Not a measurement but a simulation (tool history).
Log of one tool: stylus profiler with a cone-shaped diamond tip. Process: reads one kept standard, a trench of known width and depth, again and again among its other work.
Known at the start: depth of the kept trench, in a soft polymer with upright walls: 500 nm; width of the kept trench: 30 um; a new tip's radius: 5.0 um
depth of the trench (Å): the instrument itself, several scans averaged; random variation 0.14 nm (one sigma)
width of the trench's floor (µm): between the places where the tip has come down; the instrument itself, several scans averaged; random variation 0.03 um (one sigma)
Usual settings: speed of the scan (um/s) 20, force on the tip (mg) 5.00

| run | hour | speed of the scan (um/s) | force on the tip (mg) | depth of the trench (Å) | width of the trench's floor (µm) |
|---|---|---|---|---|---|
| 1 | 0.0 | 20 | 5.00 | 5076.5 | 25.58 |
| 2 | 60.9 | 20 | 5.00 | 5077.2 | 25.58 |
| 3 | 106.6 | 20 | 5.00 | 5074.8 | 25.58 |
| 4 | 155.1 | 20 | 5.00 | 5074.5 | 25.56 |
| 5 | 196.3 | 20 | 7.85 | 5102.3 | 25.58 |
| 6 | 235.7 | 10 | 7.85 | 5104.2 | 25.67 |
| 7 | 308.8 | 10 | 7.85 | 5102.3 | 25.59 |
| 8 | 377.1 | 10 | 7.85 | 5104.9 | 25.60 |
| 9 | 422.9 | 10 | 7.85 | 5101.4 | 25.61 |
| 10 | 477.1 | 15 | 3.35 | 5055.1 | 25.58 |
| 11 | 534.7 | 9 | 3.19 | 5055.8 | 25.60 |
| 12 | 585.7 | 41 | 13.73 | 5149.6 | 25.60 |
| 13 | 646.4 | 41 | 13.73 | 5148.2 | 25.57 |
| 14 | 706.1 | 11 | 6.62 | 5088.6 | 25.58 |
| 15 | 753.3 | 11 | 6.62 | 5091.3 | 25.65 |
| 16 | 794.9 | 48 | 3.37 | 5058.1 | 25.48 |

5 ways to go on from here, each from the tool as it stands after run 16. What would each give?
|  | 802.1 | height scale calibrated on a step standard |
| A | 840.2 | 10 | 4.11 | ? | ? |
|  | 802.1 | height scale calibrated on a step standard |
| B | 840.2 | 7 | 9.40 | ? | ? |
|  | 802.1 | height scale calibrated on a step standard |
| C | 840.2 | 37 | 1.80 | ? | ? |
|  | 802.1 | height scale calibrated on a step standard |
| D | 840.2 | 10 | 1.99 | ? | ? |
|  | 802.1 | height scale calibrated on a step standard |
| E | 840.2 | 12 | 6.02 | ? | ? |

| run | depth of the trench (Å) | width of the trench's floor (µm) |
|---|---|---|
| A | 5065.0 | 25.63 |
| B | 5114.0 | 25.61 |
| C | 5035.0 | 25.44 |
| D | 5040.1 | 25.56 |
| E | 5087.2 | 25.65 |
Without the tool's hidden state the same runs would have given:
| run | depth of the trench (Å) | width of the trench's floor (µm) |
|---|---|---|
| A | 5065.0 | 25.65 |
| B | 5114.0 | 25.62 |
| C | 5035.0 | 25.45 |
| D | 5040.1 | 25.57 |
| E | 5087.3 | 25.66 |

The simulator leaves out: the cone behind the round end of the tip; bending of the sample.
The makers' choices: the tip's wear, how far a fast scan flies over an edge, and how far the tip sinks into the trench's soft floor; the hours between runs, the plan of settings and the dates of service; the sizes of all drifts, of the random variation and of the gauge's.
